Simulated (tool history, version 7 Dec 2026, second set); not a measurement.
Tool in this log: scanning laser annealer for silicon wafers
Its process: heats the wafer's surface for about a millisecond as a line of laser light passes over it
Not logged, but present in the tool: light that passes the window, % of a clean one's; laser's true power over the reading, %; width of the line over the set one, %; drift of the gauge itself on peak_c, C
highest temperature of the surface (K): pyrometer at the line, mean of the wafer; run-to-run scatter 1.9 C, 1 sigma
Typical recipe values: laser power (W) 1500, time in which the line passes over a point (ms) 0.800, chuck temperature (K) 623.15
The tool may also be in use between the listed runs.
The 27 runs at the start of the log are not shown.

run,day,laser power (W),time in which the line passes over a point (ms),chuck temperature (K),hours of work since the window was cleaned,hours of work since the power meter was calibrated,hours of work since the optics were aligned,highest temperature of the surface (K)
28,16.150,1611,0.828,655.15,314,219,1316,1456.15
# day 16.288: window over the wafer cleaned
29,16.800,1481,0.800,623.15,7,227,1323,1371.15
30,17.558,1481,0.800,623.15,17,237,1334,1369.15
31,18.146,1481,0.800,623.15,25,245,1341,1369.15
32,18.508,1585,0.626,606.15,30,250,1346,1307.15
33,18.929,1352,0.665,634.15,35,255,1352,1254.15
34,19.500,1500,0.586,595.15,43,263,1360,1237.15
35,20.079,1500,0.586,595.15,51,271,1367,1235.15
36,20.892,1500,0.800,625.15,62,281,1378,1376.15
37,21.483,1649,0.699,604.15,70,289,1386,1372.15
38,21.879,1500,0.975,610.15,75,295,1391,1447.15
39,22.596,1352,0.963,644.15,84,304,1401,1390.15
40,23.096,1636,0.582,623.15,91,311,1408,1315.15

Branching from run 40: 3 alternative next runs. What would each branch give?
A,23.588,1627,0.800,623.15,98,318,1414,?
B,23.588,1636,0.582,610.15,98,318,1414,?
C,23.588,1500,0.800,591.15,98,318,1414,?

run,highest temperature of the surface (K)
A,1435.15
B,1298.15
C,1342.15
Take away the tool's hidden state, keep each run's random variation, and the runs would have read:
run,highest temperature of the surface (K)
A,1449.15
B,1310.15
C,1355.15
